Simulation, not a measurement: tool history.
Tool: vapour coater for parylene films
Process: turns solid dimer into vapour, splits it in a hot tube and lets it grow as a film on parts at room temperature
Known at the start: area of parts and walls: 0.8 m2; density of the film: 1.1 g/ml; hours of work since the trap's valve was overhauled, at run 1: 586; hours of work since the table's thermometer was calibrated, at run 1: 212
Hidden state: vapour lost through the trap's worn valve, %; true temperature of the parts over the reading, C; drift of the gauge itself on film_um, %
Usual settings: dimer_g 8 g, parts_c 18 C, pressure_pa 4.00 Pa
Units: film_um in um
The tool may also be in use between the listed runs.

run,hour,dimer_g,parts_c,pressure_pa,hours of work since the trap's valve was overhauled,hours of work since the table's thermometer was calibrated,film_um
1,0.0,8,18,4.00,586,212,6.10
2,13.2,8,18,4.00,593,219,6.08
3,26.3,8,17,4.00,601,226,6.30
4,41.1,8,18,4.00,609,234,6.02
5,56.9,8,18,4.00,617,243,6.03
6,68.5,8,18,4.00,624,249,6.03
7,77.4,8,18,4.00,629,254,6.06
8,92.4,8,18,4.00,637,262,6.01
# hour 115.3: trap's valve overhauled
9,116.7,8,18,4.00,1,273,6.01
10,127.9,8,18,4.00,7,279,6.00
11,139.0,8,18,4.00,13,285,6.01
12,159.2,8,18,4.00,24,296,6.05
13,168.6,8,18,4.00,29,302,6.01
14,187.6,8,18,4.00,39,312,6.00
# hour 189.0: gauge calibrated
15,206.6,11,18,4.00,50,322,8.37
16,218.0,11,18,4.00,56,329,8.37
17,227.7,8,18,4.00,61,334,6.05
18,242.2,8,18,4.00,69,342,6.10
19,262.3,8,18,4.00,80,353,6.05
20,272.2,8,18,4.00,86,358,6.05
21,291.3,8,18,4.00,96,369,6.05
22,311.5,8,18,4.00,107,380,6.01
23,326.4,8,18,4.00,115,388,5.98
24,344.2,8,18,4.00,125,398,5.99
25,353.0,8,18,4.00,130,402,6.00

Run 26 comes next. What will it give?
26,371.1,8,18,6.32,140,412,?

film_um: 5.70 um
Without the tool's hidden state the same run would have given film_um 5.81 um.
